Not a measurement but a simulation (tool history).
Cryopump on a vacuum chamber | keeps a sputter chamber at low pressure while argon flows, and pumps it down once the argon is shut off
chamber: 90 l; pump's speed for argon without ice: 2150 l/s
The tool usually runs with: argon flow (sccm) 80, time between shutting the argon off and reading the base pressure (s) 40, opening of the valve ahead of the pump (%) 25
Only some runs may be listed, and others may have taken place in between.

run,hour,argon flow (sccm),time between shutting the argon off and reading the base pressure (s),opening of the valve ahead of the pump (%),pressure while argon flows (Pa),pressure after the wait (uPa)
1,0.0,80,40,25,0.2622,2.57
2,16.1,65,40,25,0.2121,2.67
3,48.9,65,40,25,0.2145,2.65
4,65.9,80,191,25,0.2646,1.49
5,93.7,80,35,25,0.2652,2.87
6,122.3,80,35,25,0.2689,2.99
7,137.2,80,40,25,0.2662,2.81
8,164.3,80,40,16,0.4062,2.77
9,178.7,80,40,16,0.4087,2.87
10,210.4,80,65,25,0.2683,2.25
11,241.4,80,65,25,0.2679,2.31
12,254.7,80,65,25,0.2673,2.36
13,278.4,80,65,25,0.2680,2.40
14,291.7,80,65,25,0.2720,2.44
15,314.4,112,65,25,0.3792,2.51
16,332.2,80,40,25,0.2686,3.11
17,350.9,80,175,25,0.2710,1.90
18,378.4,80,175,34,0.2038,1.96
19,405.1,80,119,25,0.2715,2.09
# hour 423.7: pump warmed up, emptied and cooled again
20,438.6,103,35,48,0.1690,3.00
21,457.3,34,43,25,0.1067,2.72
22,486.4,80,277,25,0.2559,1.56
23,501.4,80,277,25,0.2543,1.54
24,524.7,80,277,25,0.2539,1.60
25,548.2,66,40,25,0.2107,2.85
26,570.6,47,180,25,0.1503,1.80
27,593.6,57,116,25,0.1819,1.96
28,608.1,39,292,27,0.1155,1.70
29,622.6,39,251,27,0.1159,1.73
30,645.4,39,251,27,0.1161,1.81
31,663.3,39,201,37,0.0855,1.82
32,690.2,80,40,18,0.3552,3.12
33,712.5,80,70,25,0.2590,2.46
34,731.7,80,70,25,0.2579,2.48

3 ways to go on from here, each from the tool as it stands after run 34. What would each give?
A,755.1,80,126,29,?,?
B,755.1,91,86,16,?,?
C,755.1,69,70,34,?,?

run,pressure while argon flows (Pa),pressure after the wait (uPa)
A,0.2240,2.13
B,0.4519,2.32
C,0.1651,2.54
Without the tool's unlogged condition, the same runs would have read:
run,pressure while argon flows (Pa),pressure after the wait (uPa)
A,0.2174,0.62
B,0.4445,0.80
C,0.1595,1.00

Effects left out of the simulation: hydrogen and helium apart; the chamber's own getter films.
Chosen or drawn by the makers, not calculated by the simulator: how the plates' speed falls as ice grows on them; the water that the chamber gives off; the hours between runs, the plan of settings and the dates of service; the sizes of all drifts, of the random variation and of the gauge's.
